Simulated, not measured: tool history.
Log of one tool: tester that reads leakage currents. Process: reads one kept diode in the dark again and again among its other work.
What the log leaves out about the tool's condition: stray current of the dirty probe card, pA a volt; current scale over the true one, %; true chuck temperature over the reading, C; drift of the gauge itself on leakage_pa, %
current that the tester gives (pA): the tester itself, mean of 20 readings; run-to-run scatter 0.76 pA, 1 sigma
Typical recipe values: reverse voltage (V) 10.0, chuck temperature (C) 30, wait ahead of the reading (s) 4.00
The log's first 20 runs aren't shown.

run    hour  reverse voltage (V)  chuck temperature (C)  wait ahead of the reading (s)  hours of work since the probe card was cleaned  hours of work since the tester was calibrated  hours of work since the chuck was calibrated  current that the tester gives (pA)
 21  3155.4                  5.2                     47                           0.44                                             354                                           1200                                           802                              625.81
 22  3300.5                  2.3                     47                           0.44                                             466                                           1312                                           914                              441.88
 23  3412.6                 11.7                     30                           4.00                                             553                                           1399                                          1000                              249.92
 24  3605.7                 11.7                     20                           4.00                                             702                                           1548                                          1149                              118.73
     3674.1  -- chuck's temperature calibrated
 25  3776.2                  3.2                     30                           2.72                                             832                                           1678                                            79                              162.71
 26  3915.7                  1.1                     30                           4.00                                             940                                           1786                                           187                              101.70
 27  4089.5                  1.1                     30                           4.00                                            1074                                           1920                                           321                               99.96
 28  4224.3                  1.1                     30                           4.00                                            1178                                           2024                                           425                               98.22

Run 29 comes next. What will it give?
     4386.2  -- probe card cleaned and baked
 29  4420.3                  1.1                     30                           4.00                                              26                                           2173                                           574                                   ?

{"run 29": {"current that the tester gives (pA)": 93.97}}
Minus the tool's unlogged condition, the same run would have read current that the tester gives (pA) 101.39.
